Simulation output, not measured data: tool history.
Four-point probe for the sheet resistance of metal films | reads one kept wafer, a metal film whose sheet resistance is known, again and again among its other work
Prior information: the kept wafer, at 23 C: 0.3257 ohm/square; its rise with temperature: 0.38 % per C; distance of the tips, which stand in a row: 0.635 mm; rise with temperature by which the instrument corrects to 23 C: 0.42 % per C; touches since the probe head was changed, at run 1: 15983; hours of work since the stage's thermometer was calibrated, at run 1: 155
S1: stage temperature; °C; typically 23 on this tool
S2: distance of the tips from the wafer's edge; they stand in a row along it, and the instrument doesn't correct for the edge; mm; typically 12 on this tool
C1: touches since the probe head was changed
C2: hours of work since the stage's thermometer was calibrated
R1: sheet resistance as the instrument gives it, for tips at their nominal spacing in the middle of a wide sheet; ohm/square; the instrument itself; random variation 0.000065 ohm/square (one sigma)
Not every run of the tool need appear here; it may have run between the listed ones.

run 1 hour=0 | S1=23 S2=12 | C1=15983 C2=155 | R1=0.326298
run 2 hour=74 | S1=23 S2=12 | C1=18368 C2=191 | R1=0.326277
run 3 hour=158.3 | S1=23 S2=5 | C1=21086 C2=232 | R1=0.328757
run 4 hour=274.1 | S1=23 S2=12 | C1=24821 C2=288 | R1=0.32652
run 5 hour=372.5 | S1=23 S2=13 | C1=27993 C2=336 | R1=0.326657
run 6 hour=456.2 | S1=23 S2=13 | C1=30692 C2=377 | R1=0.326606
run 7 hour=575.9 | S1=33 S2=12 | C1=34551 C2=436 | R1=0.325696
run 8 hour=637.5 | S1=33 S2=12 | C1=36538 C2=466 | R1=0.325774
run 9 hour=731.8 | S1=33 S2=12 | C1=39577 C2=512 | R1=0.325872
run 10 hour=818.1 | S1=33 S2=30 | C1=42359 C2=554 | R1=0.325431
run 11 hour=873.2 | S1=25 S2=12 | C1=44137 C2=581 | R1=0.326845
run 12 hour=975.2 | S1=25 S2=12 | C1=47425 C2=630 | R1=0.326777
run 13 hour=1061.4 | S1=25 S2=12 | C1=50204 C2=672 | R1=0.326786
run 14 hour=1121.9 | S1=25 S2=12 | C1=52154 C2=702 | R1=0.326926
run 15 hour=1221.9 | S1=22 S2=12 | C1=55379 C2=751 | R1=0.327367
run 16 hour=1293.8 | S1=22 S2=13 | C1=57697 C2=786 | R1=0.327384
run 17 hour=1371 | S1=23 S2=5 | C1=60186 C2=823 | R1=0.32977
run 18 hour=1468.3 | S1=23 S2=12 | C1=63323 C2=871 | R1=0.327597
run 19 hour=1568.2 | S1=23 S2=12 | C1=66542 C2=920 | R1=0.327474
-- hour=1577.4 stage's thermometer calibrated
run 20 hour=1687.7 | S1=23 S2=12 | C1=70379 C2=54 | R1=0.327762
run 21 hour=1766.8 | S1=23 S2=12 | C1=72929 C2=92 | R1=0.32769
run 22 hour=1871.7 | S1=23 S2=12 | C1=76312 C2=144 | R1=0.32788
run 23 hour=1923.7 | S1=23 S2=12 | C1=77990 C2=169 | R1=0.327882
run 24 hour=2022.9 | S1=24 S2=9 | C1=81186 C2=217 | R1=0.328256
-- hour=2040.3 stage's thermometer calibrated, once more
run 25 hour=2079.9 | S1=27 S2=8 | C1=83008 C2=19 | R1=0.327815
run 26 hour=2158.8 | S1=27 S2=8 | C1=85554 C2=58 | R1=0.32796
run 27 hour=2216.9 | S1=20 S2=41 | C1=87426 C2=86 | R1=0.327627
run 28 hour=2275 | S1=20 S2=41 | C1=89299 C2=114 | R1=0.327733
run 29 hour=2331.8 | S1=29 S2=12 | C1=91131 C2=142 | R1=0.327134
run 30 hour=2403.8 | S1=28 S2=3 | C1=93452 C2=177 | R1=0.334697
run 31 hour=2485.4 | S1=18 S2=43 | C1=96083 C2=217 | R1=0.328079
run 32 hour=2543.7 | S1=18 S2=18 | C1=97963 C2=246 | R1=0.32837
run 33 hour=2642.7 | S1=21 S2=26 | C1=101154 C2=294 | R1=0.327955
run 34 hour=2761.7 | S1=18 S2=8 | C1=104990 C2=352 | R1=0.329536
run 35 hour=2843.3 | S1=18 S2=8 | C1=107622 C2=392 | R1=0.329488
run 36 hour=2934.5 | S1=18 S2=8 | C1=110564 C2=436 | R1=0.329466
run 37 hour=3045.6 | S1=18 S2=8 | C1=114145 C2=491 | R1=0.329518
run 38 hour=3166.4 | S1=18 S2=8 | C1=118040 C2=549 | R1=0.329707
run 39 hour=3266.9 | S1=29 S2=24 | C1=121280 C2=598 | R1=0.327629
run 40 hour=3321.8 | S1=34 S2=14 | C1=123050 C2=625 | R1=0.327324
run 41 hour=3443 | S1=28 S2=46 | C1=126956 C2=684 | R1=0.327806
run 42 hour=3508.5 | S1=33 S2=5 | C1=129068 C2=716 | R1=0.33013
run 43 hour=3574.4 | S1=33 S2=5 | C1=131195 C2=749 | R1=0.330179
run 44 hour=3678 | S1=33 S2=5 | C1=134532 C2=799 | R1=0.330249
run 45 hour=3801.6 | S1=27 S2=10 | C1=138520 C2=859 | R1=0.328857
run 46 hour=3883.1 | S1=27 S2=10 | C1=141146 C2=899 | R1=0.32891

Alternative continuations, all from the tool just after run 46; predict every row:
run A hour=3948.6 | S1=20 S2=5 | C1=143259 C2=931 | R1=?
run B hour=3948.6 | S1=23 S2=5 | C1=143259 C2=931 | R1=?
run C hour=3948.6 | S1=24 S2=16 | C1=143259 C2=931 | R1=?

run=A R1=0.331857
run=B R1=0.331469
run=C R1=0.328889
Without the tool's hidden state the same runs would have given:
run=A R1=0.32882
run=B R1=0.328437
run=C R1=0.325879

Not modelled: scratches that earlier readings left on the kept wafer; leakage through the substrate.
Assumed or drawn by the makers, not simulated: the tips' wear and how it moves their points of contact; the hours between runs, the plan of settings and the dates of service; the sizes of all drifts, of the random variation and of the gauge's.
